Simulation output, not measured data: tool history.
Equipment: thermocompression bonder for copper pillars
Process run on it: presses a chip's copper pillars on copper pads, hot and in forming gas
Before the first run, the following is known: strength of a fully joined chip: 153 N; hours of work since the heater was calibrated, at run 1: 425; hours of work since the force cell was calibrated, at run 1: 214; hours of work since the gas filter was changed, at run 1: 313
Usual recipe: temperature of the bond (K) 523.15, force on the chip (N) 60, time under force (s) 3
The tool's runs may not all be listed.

| run | hour | temperature of the bond (K) | force on the chip (N) | time under force (s) | hours of work since the heater was calibrated | hours of work since the force cell was calibrated | hours of work since the gas filter was changed | force that shears a chip off (N) |
|---|---|---|---|---|---|---|---|---|
| 1 | 0.0 | 523.15 | 60 | 3 | 425 | 214 | 313 | 98.2 |
| 2 | 28.1 | 523.15 | 60 | 3 | 448 | 237 | 335 | 98.3 |
|  | 44.9 | forming gas filter changed |
| 3 | 61.9 | 523.15 | 60 | 3 | 474 | 263 | 14 | 99.2 |
| 4 | 109.7 | 523.15 | 60 | 3 | 512 | 301 | 52 | 100.5 |
| 5 | 141.3 | 523.15 | 60 | 3 | 537 | 326 | 77 | 98.2 |
| 6 | 192.1 | 523.15 | 60 | 3 | 578 | 367 | 117 | 98.2 |
| 7 | 244.8 | 523.15 | 60 | 3 | 620 | 409 | 159 | 99.2 |
| 8 | 271.8 | 523.15 | 48 | 3 | 641 | 430 | 181 | 91.4 |
| 9 | 301.4 | 523.15 | 78 | 2 | 665 | 454 | 204 | 95.9 |
| 10 | 330.3 | 508.15 | 60 | 2 | 688 | 477 | 227 | 71.1 |
| 11 | 363.1 | 523.15 | 50 | 3 | 714 | 503 | 253 | 92.0 |
| 12 | 393.5 | 523.15 | 60 | 2 | 738 | 527 | 277 | 87.0 |

Describe how what the log doesn't record of the tool's condition differs between the last listed run preceding each entry between runs and the first listed run following it.
Runs 2 to 3: forming gas filter changed (hour 44.9)
  oxide that the forming gas leaves, % of the face: 0.96 -> 0.52
